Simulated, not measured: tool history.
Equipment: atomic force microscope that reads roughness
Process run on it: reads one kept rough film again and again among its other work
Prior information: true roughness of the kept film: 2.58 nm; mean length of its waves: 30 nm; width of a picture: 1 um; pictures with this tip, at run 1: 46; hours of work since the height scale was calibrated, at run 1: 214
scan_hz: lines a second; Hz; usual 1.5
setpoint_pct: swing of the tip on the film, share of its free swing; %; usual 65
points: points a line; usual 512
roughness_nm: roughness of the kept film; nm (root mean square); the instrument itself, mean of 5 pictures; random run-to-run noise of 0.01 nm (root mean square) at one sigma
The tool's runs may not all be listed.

| run | hour | scan_hz | setpoint_pct | points | pictures with this tip | hours of work since the height scale was calibrated | roughness_nm |
|---|---|---|---|---|---|---|---|
| 1 | 0 | 1.5 | 65 | 512 | 46 | 214 | 2.327 |
| 2 | 5.9 | 1.5 | 87 | 512 | 53 | 218 | 2.155 |
| 3 | 10.4 | 1.5 | 87 | 512 | 58 | 221 | 2.163 |
| 4 | 16 | 1.5 | 65 | 357 | 66 | 225 | 2.352 |
| 5 | 23.5 | 0.8 | 65 | 512 | 75 | 230 | 2.376 |
| 6 | 31.3 | 0.8 | 65 | 512 | 84 | 236 | 2.376 |
| 7 | 37.9 | 0.8 | 65 | 512 | 93 | 241 | 2.397 |
| 8 | 42 | 0.8 | 65 | 512 | 98 | 243 | 2.382 |
| 9 | 50.1 | 0.8 | 65 | 512 | 108 | 249 | 2.386 |
| 10 | 57.8 | 0.8 | 65 | 512 | 117 | 255 | 2.382 |
| 11 | 64.5 | 1.5 | 65 | 702 | 126 | 259 | 2.344 |
| 12 | 69.6 | 1.5 | 65 | 540 | 132 | 263 | 2.337 |
| 13 | 74.8 | 1.5 | 65 | 512 | 138 | 266 | 2.332 |
| 14 | 78.9 | 1.5 | 65 | 512 | 143 | 269 | 2.32 |
|  | 88 | new tip fitted |
| 15 | 88 | 1.5 | 65 | 512 | 0 | 275 | 2.344 |
| 16 | 92.4 | 1.5 | 65 | 512 | 5 | 278 | 2.348 |
| 17 | 99.3 | 0.51 | 65 | 512 | 14 | 283 | 2.416 |
| 18 | 109.1 | 1.5 | 65 | 512 | 26 | 290 | 2.343 |
| 19 | 118.8 | 1.5 | 65 | 512 | 38 | 297 | 2.328 |
| 20 | 125.4 | 1.5 | 69 | 512 | 46 | 302 | 2.327 |
| 21 | 132.9 | 1.5 | 69 | 512 | 56 | 307 | 2.326 |
| 22 | 141.9 | 1.5 | 56 | 512 | 67 | 313 | 2.367 |
| 23 | 150.4 | 1.5 | 56 | 512 | 77 | 319 | 2.368 |
| 24 | 154.5 | 1.5 | 56 | 512 | 82 | 322 | 2.367 |
| 25 | 163.6 | 1.5 | 56 | 512 | 94 | 329 | 2.384 |
| 26 | 168.2 | 1.5 | 56 | 512 | 99 | 332 | 2.376 |
| 27 | 177.4 | 1.5 | 56 | 512 | 111 | 338 | 2.378 |
| 28 | 182.6 | 2.22 | 60 | 488 | 117 | 342 | 2.322 |
| 29 | 191.1 | 2.37 | 85 | 257 | 128 | 348 | 2.028 |
| 30 | 196.1 | 0.81 | 56 | 389 | 134 | 351 | 2.369 |
| 31 | 205.6 | 0.81 | 56 | 389 | 146 | 358 | 2.388 |
|  | 212.7 | new tip fitted |
| 32 | 213.2 | 3.24 | 64 | 440 | 1 | 363 | 2.249 |
| 33 | 221.1 | 3.24 | 71 | 276 | 10 | 369 | 2.147 |
| 34 | 229.1 | 3.24 | 71 | 276 | 20 | 374 | 2.142 |
| 35 | 234.7 | 2.15 | 71 | 370 | 27 | 378 | 2.21 |
| 36 | 242.9 | 2.15 | 71 | 370 | 37 | 384 | 2.256 |
| 37 | 250.2 | 1.5 | 68 | 512 | 46 | 389 | 2.317 |
| 38 | 258.6 | 1.5 | 68 | 512 | 57 | 395 | 2.328 |
| 39 | 264.6 | 1.5 | 68 | 328 | 64 | 399 | 2.323 |
| 40 | 271.8 | 1.5 | 65 | 460 | 73 | 404 | 2.336 |
| 41 | 280.1 | 1.5 | 65 | 478 | 83 | 410 | 2.339 |
| 42 | 285.3 | 1.62 | 88 | 475 | 90 | 414 | 2.124 |
| 43 | 293.7 | 0.69 | 86 | 530 | 100 | 420 | 2.302 |
| 44 | 302.3 | 0.69 | 58 | 344 | 111 | 426 | 2.368 |
| 45 | 308.1 | 2.11 | 65 | 439 | 118 | 430 | 2.28 |
| 46 | 312.3 | 1.83 | 67 | 308 | 123 | 433 | 2.295 |
| 47 | 319.4 | 1.83 | 67 | 308 | 132 | 438 | 2.287 |
| 48 | 326.9 | 1.83 | 67 | 308 | 141 | 443 | 2.296 |
| 49 | 335.6 | 1.83 | 67 | 308 | 152 | 449 | 2.272 |
|  | 337.8 | new tip fitted |
| 50 | 340.2 | 2.62 | 62 | 587 | 3 | 452 | 2.314 |
| 51 | 348.6 | 3.31 | 77 | 544 | 14 | 458 | 2.105 |
| 52 | 354.9 | 1.63 | 57 | 307 | 21 | 462 | 2.355 |
| 53 | 359.7 | 1.63 | 57 | 307 | 27 | 466 | 2.352 |

A few steps of roughness_nm between consecutive runs. Split each: what settings, incoming material and random variation would produce without the hidden state, and what is left over for the hidden state, along with gauge scatter present in only one of the two compared results (measured, and without hidden state):
What the log doesn't record here: radius of the tip, nm; height scale over the true one, %; drift of the gauge itself on roughness_nm, %.
Run 14 -> 15: new tip fitted. roughness_nm +0.024 nm (root mean square): hidden state +0.01, all else +0.014.
Run 28 -> 29: scan_hz 2.22 -> 2.37, setpoint_pct 60 -> 85, points 488 -> 257. roughness_nm -0.294 nm (root mean square): hidden state +0.001, all else -0.295.
Run 29 -> 30: scan_hz 2.37 -> 0.81, setpoint_pct 85 -> 56, points 257 -> 389. roughness_nm +0.341 nm (root mean square): hidden state -0.002, all else +0.343.
Run 31 -> 32: scan_hz 0.81 -> 3.24, setpoint_pct 56 -> 64, points 389 -> 440, new tip fitted. roughness_nm -0.139 nm (root mean square): hidden state +0.011, all else -0.15.
Run 49 -> 50: scan_hz 1.83 -> 2.62, setpoint_pct 67 -> 62, points 308 -> 587, new tip fitted. roughness_nm +0.042 nm (root mean square): hidden state +0.011, all else +0.031.
Run 51 -> 52: scan_hz 3.31 -> 1.63, setpoint_pct 77 -> 57, points 544 -> 307. roughness_nm +0.25 nm (root mean square): hidden state -0.001, all else +0.251.
